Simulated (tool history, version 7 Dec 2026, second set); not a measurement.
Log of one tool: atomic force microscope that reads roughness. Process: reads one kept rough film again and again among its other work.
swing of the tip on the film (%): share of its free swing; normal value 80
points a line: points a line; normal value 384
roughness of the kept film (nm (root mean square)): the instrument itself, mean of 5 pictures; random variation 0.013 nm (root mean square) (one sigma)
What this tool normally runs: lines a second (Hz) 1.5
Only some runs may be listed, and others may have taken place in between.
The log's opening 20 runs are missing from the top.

| run | hour | lines a second (Hz) | swing of the tip on the film (%) | points a line | pictures with this tip | hours of work since the height scale was calibrated | roughness of the kept film (nm (root mean square)) |
|---|---|---|---|---|---|---|---|
| 21 | 1189 | 1.5 | 80 | 384 | 270 | 1012 | 3.096 |
| 22 | 1246.9 | 1.5 | 80 | 384 | 334 | 1042 | 3.083 |
|  | 1288.9 | new tip fitted |
| 23 | 1331.2 | 1.89 | 75 | 500 | 47 | 1084 | 3.113 |
| 24 | 1389.8 | 0.53 | 78 | 981 | 111 | 1114 | 3.24 |
| 25 | 1467.9 | 1.37 | 78 | 987 | 197 | 1154 | 3.185 |
| 26 | 1513.5 | 2.17 | 84 | 604 | 247 | 1177 | 3.006 |
| 27 | 1580.6 | 1.02 | 80 | 513 | 321 | 1212 | 3.177 |
| 28 | 1632.5 | 3.44 | 66 | 281 | 378 | 1238 | 3.036 |
|  | 1637.9 | new tip fitted |
| 29 | 1686.4 | 1.62 | 71 | 342 | 53 | 1265 | 3.13 |
| 30 | 1755.4 | 1.5 | 80 | 692 | 129 | 1301 | 3.116 |
| 31 | 1793.9 | 1.06 | 64 | 276 | 171 | 1320 | 3.138 |
| 32 | 1835.6 | 2.93 | 64 | 413 | 217 | 1341 | 3.11 |

Expected results for the next run?
| 33 | 1871.7 | 0.74 | 82 | 635 | 257 | 1360 | ? |

Run 33 gave roughness of the kept film (nm (root mean square)) 3.186.
With no hidden state in the tool, this same run would have given roughness of the kept film (nm (root mean square)) 3.203.
